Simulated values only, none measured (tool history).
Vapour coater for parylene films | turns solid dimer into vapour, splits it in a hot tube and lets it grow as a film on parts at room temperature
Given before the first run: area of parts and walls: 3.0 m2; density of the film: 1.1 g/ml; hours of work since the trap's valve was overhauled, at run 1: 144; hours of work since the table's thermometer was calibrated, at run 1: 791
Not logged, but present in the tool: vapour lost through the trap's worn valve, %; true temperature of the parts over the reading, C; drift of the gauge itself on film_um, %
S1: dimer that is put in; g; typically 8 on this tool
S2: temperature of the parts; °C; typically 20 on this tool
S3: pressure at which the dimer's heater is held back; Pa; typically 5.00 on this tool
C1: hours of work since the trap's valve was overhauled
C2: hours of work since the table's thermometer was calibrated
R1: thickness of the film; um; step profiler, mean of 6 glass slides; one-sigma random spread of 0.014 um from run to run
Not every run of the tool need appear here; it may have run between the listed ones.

run	day	S1	S2	S3	C1	C2	R1
1	0.000	8	20	5.00	144	791	1.22
2	1.242	8	20	5.00	171	818	1.21
3	2.154	8	20	5.00	190	837	1.20
# day 2.896: trap's valve overhauled
4	4.229	8	19	5.00	29	878	1.36
5	5.088	8	19	5.00	47	896	1.31
6	6.617	8	20	10.04	80	929	1.12
7	8.033	8	20	10.04	110	959	1.13
8	9.229	5	20	10.04	135	985	0.69
9	10.812	9	20	5.61	169	1019	1.35

Forecast run 10:
# day 12.667: trap's valve overhauled
10	12.667	9	20	5.61	0	1055	?

R1: 1.40 um
If the tool had no hidden condition, the same run with the same run-to-run variation would have returned R1 1.42 um.

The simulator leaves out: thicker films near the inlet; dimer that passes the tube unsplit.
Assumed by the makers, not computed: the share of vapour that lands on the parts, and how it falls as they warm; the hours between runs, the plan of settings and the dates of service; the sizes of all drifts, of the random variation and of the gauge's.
